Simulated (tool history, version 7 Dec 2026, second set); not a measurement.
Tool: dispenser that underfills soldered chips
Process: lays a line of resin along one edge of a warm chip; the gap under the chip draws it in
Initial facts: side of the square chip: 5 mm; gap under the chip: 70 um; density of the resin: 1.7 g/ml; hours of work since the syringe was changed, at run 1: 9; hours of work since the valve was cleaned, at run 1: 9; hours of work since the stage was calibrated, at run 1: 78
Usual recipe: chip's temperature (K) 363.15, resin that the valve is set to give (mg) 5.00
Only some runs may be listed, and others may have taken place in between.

| run | day | chip's temperature (K) | resin that the valve is set to give (mg) | hours of work since the syringe was changed | hours of work since the valve was cleaned | hours of work since the stage was calibrated | time until the resin shows at the far edge (s) | resin that the valve gave (mg) |
|---|---|---|---|---|---|---|---|---|
| 1 | 0.000 | 363.15 | 5.00 | 9 | 9 | 78 | 23.2 | 4.97 |
|  | 0.079 | new syringe of resin |
| 2 | 0.117 | 363.15 | 5.30 | 1 | 11 | 79 | 13.3 | 5.24 |
| 3 | 0.321 | 363.15 | 5.30 | 4 | 14 | 82 | 15.5 | 5.24 |
| 4 | 0.562 | 351.15 | 5.30 | 7 | 18 | 86 | 33.5 | 5.26 |
| 5 | 0.738 | 351.15 | 5.30 | 10 | 20 | 89 | 39.6 | 5.17 |
|  | 0.771 | new syringe of resin |
| 6 | 0.862 | 353.15 | 5.00 | 1 | 22 | 90 | 22.3 | 4.95 |
| 7 | 1.008 | 353.15 | 5.00 | 4 | 24 | 93 | 25.3 | 4.99 |
| 8 | 1.158 | 363.15 | 4.77 | 6 | 26 | 95 | 18.5 | 4.67 |
| 9 | 1.383 | 363.15 | 6.05 | 9 | 30 | 98 | 22.4 | 5.95 |
|  | 1.471 | new syringe of resin |
| 10 | 1.575 | 363.15 | 6.05 | 2 | 32 | 101 | 14.0 | 5.91 |
| 11 | 1.679 | 363.15 | 6.05 | 3 | 34 | 102 | 15.1 | 5.89 |
| 12 | 1.867 | 363.15 | 4.74 | 6 | 37 | 105 | 18.6 | 4.62 |
| 13 | 2.083 | 363.15 | 4.74 | 9 | 40 | 108 | 22.9 | 4.63 |
|  | 2.167 | new syringe of resin |
| 14 | 2.338 | 363.15 | 4.74 | 3 | 44 | 112 | 15.6 | 4.63 |
| 15 | 2.533 | 363.15 | 4.74 | 5 | 47 | 115 | 18.1 | 4.64 |
| 16 | 2.762 | 363.15 | 4.74 | 9 | 50 | 118 | 23.4 | 4.58 |
|  | 2.858 | new syringe of resin |
| 17 | 2.971 | 363.15 | 4.74 | 2 | 53 | 121 | 14.0 | 4.62 |
| 18 | 3.092 | 363.15 | 4.74 | 3 | 55 | 123 | 16.2 | 4.58 |
| 19 | 3.200 | 363.15 | 4.62 | 5 | 56 | 125 | 18.4 | 4.48 |
| 20 | 3.358 | 363.15 | 4.62 | 7 | 59 | 127 | 21.1 | 4.44 |
|  | 3.558 | new syringe of resin |
| 21 | 3.608 | 363.15 | 4.62 | 1 | 62 | 131 | 14.1 | 4.49 |
| 22 | 3.792 | 354.15 | 6.43 | 3 | 65 | 133 | 23.9 | 6.19 |
| 23 | 4.008 | 359.15 | 5.56 | 7 | 68 | 136 | 23.7 | 5.36 |
| 24 | 4.225 | 359.15 | 5.56 | 10 | 71 | 140 | 28.8 | 5.36 |
|  | 4.258 | new syringe of resin |
| 25 | 4.392 | 359.15 | 5.56 | 2 | 74 | 142 | 17.2 | 5.35 |
| 26 | 4.604 | 350.15 | 6.43 | 5 | 77 | 145 | 31.8 | 6.17 |
| 27 | 4.846 | 355.15 | 5.36 | 9 | 80 | 149 | 31.9 | 5.09 |
|  | 4.954 | new syringe of resin |
| 28 | 5.058 | 355.15 | 5.36 | 2 | 83 | 152 | 19.8 | 5.16 |
| 29 | 5.246 | 373.15 | 4.33 | 4 | 86 | 155 | 11.5 | 4.11 |
| 30 | 5.375 | 373.15 | 5.20 | 6 | 88 | 157 | 12.1 | 4.99 |
|  | 5.517 | dispensing valve cleaned and set on the balance |
| 31 | 5.567 | 375.15 | 4.52 | 9 | 1 | 159 | 13.5 | 4.48 |
|  | 5.696 | new syringe of resin |
| 32 | 5.696 | 361.15 | 5.75 | 0 | 2 | 160 | 14.2 | 5.73 |
| 33 | 5.858 | 361.15 | 5.75 | 2 | 5 | 163 | 16.2 | 5.78 |

Hidden state or all else? Some run-to-run changes of time until the resin shows at the far edge (s), split into what the settings, what came in and random variation would give without the hidden state, and what is left for the hidden state (with any gauge scatter that isn't in both results):
Hidden state present: resin's viscosity, % of fresh resin's; dose that the valve gives, % of what is set; true chip temperature over the reading, C; drift of the gauge itself on fill_s, %; drift of the gauge itself on given_mg, %.
Run 3 -> 4: chip's temperature (K) 363.15 -> 351.15. time until the resin shows at the far edge (s) +18.0: hidden state +8.8, all else +9.2.
Run 5 -> 6: chip's temperature (K) 351.15 -> 353.15, resin that the valve is set to give (mg) 5.30 -> 5.00, new syringe of resin. time until the resin shows at the far edge (s) -17.3: hidden state -15.6, all else -1.7.
Run 24 -> 25: new syringe of resin. time until the resin shows at the far edge (s) -11.6: hidden state -11.2, all else -0.4.
Run 25 -> 26: chip's temperature (K) 359.15 -> 350.15, resin that the valve is set to give (mg) 5.56 -> 6.43. time until the resin shows at the far edge (s) +14.6: hidden state +6.5, all else +8.1.
Run 27 -> 28: new syringe of resin. time until the resin shows at the far edge (s) -12.1: hidden state -11.7, all else -0.4.
